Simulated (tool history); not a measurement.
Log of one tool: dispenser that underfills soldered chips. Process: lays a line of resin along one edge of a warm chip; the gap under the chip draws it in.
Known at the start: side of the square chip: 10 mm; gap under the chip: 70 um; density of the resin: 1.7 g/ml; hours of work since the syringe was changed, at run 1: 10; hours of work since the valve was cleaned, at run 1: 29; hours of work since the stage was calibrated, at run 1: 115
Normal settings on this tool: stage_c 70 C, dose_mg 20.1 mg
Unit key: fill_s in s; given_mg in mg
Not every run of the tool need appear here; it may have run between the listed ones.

run	hour	stage_c	dose_mg	hours of work since the syringe was changed	hours of work since the valve was cleaned	hours of work since the stage was calibrated	fill_s	given_mg
1	0.0	70	20.1	10	29	115	36.9	19.97
# hour 1.7: new syringe of resin
2	5.0	70	20.1	3	33	119	27.1	19.88
3	10.7	55	20.1	7	37	123	58.9	19.86
4	14.3	64	20.1	10	40	126	46.0	19.91
# hour 16.5: new syringe of resin
5	20.0	64	20.1	3	44	130	34.3	19.89
6	23.3	55	20.1	5	47	132	53.8	19.81
7	27.4	55	20.1	8	50	136	61.5	19.81
8	30.1	70	20.1	10	52	138	38.7	19.83
# hour 31.1: new syringe of resin
9	36.9	72	23.8	4	57	143	26.7	23.34
10	43.0	64	23.1	9	62	147	42.7	22.63
# hour 45.6: new syringe of resin
11	48.8	64	23.1	2	66	151	32.3	22.63
12	53.5	64	23.1	6	69	155	38.1	22.62
13	58.0	62	25.4	9	73	159	47.2	24.87
# hour 60.2: new syringe of resin
14	64.2	62	25.4	3	77	163	36.0	24.72
15	68.9	57	19.3	7	81	167	51.6	18.90
16	74.0	57	19.3	11	85	171	62.9	18.80

Selected run-to-run steps in fill_s, each split into two signed amounts: the part the tool would show with no hidden state at all (from settings, incoming material and random variation), and the remainder, which goes to the hidden state together with any gauge scatter not common to the measured and the hidden-state-free results:
Unlogged tool condition in this case: resin's viscosity, % of fresh resin's; dose that the valve gives, % of what is set; true chip temperature over the reading, C; drift of the gauge itself on fill_s, %; drift of the gauge itself on given_mg, %.
Run 2 -> 3: stage_c 70 -> 55. fill_s +31.8 s: hidden state +11.7, all else +20.1.
